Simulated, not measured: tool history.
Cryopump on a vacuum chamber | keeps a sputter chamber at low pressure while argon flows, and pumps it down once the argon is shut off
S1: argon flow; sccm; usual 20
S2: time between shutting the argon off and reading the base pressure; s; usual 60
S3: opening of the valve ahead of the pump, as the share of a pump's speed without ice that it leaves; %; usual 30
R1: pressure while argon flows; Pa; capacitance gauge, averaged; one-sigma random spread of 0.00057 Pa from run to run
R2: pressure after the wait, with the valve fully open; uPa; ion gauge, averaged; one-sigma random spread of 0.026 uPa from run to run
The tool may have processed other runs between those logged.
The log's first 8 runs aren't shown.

run 9 hour=723 | S1=20 S2=60 S3=30 | R1=0.0752 R2=1.75
run 10 hour=773 | S1=20 S2=60 S3=30 | R1=0.0749 R2=1.79
run 11 hour=832.2 | S1=20 S2=34 S3=30 | R1=0.0745 R2=2.46
run 12 hour=952.6 | S1=20 S2=54 S3=30 | R1=0.0756 R2=2.08
run 13 hour=1008.3 | S1=20 S2=24 S3=30 | R1=0.0751 R2=3.33
run 14 hour=1120.1 | S1=23 S2=60 S3=30 | R1=0.0871 R2=2
run 15 hour=1215.4 | S1=23 S2=60 S3=30 | R1=0.0876 R2=2.04
run 16 hour=1292 | S1=23 S2=60 S3=30 | R1=0.0876 R2=2.07
-- hour=1336.5 pump warmed up, emptied and cooled again
run 17 hour=1372.9 | S1=23 S2=60 S3=30 | R1=0.0817 R2=1.87
run 18 hour=1431.3 | S1=18 S2=60 S3=24 | R1=0.0787 R2=1.86
run 19 hour=1546.7 | S1=18 S2=281 S3=24 | R1=0.0796 R2=1.22
run 20 hour=1640.7 | S1=14 S2=242 S3=24 | R1=0.063 R2=1.35
run 21 hour=1704.7 | S1=11 S2=242 S3=24 | R1=0.0485 R2=1.36
run 22 hour=1818.2 | S1=19 S2=26 S3=37 | R1=0.0561 R2=3.17

Forecast run 23:
run 23 hour=1935.4 | S1=14 S2=60 S3=52 | R1=? R2=?

R1: 0.0289 Pa
R2: 2.18 uPa
Were there no unlogged condition in the tool, this run, its random variation unchanged, would have produced R1 0.0275 Pa, R2 1.12 uPa.
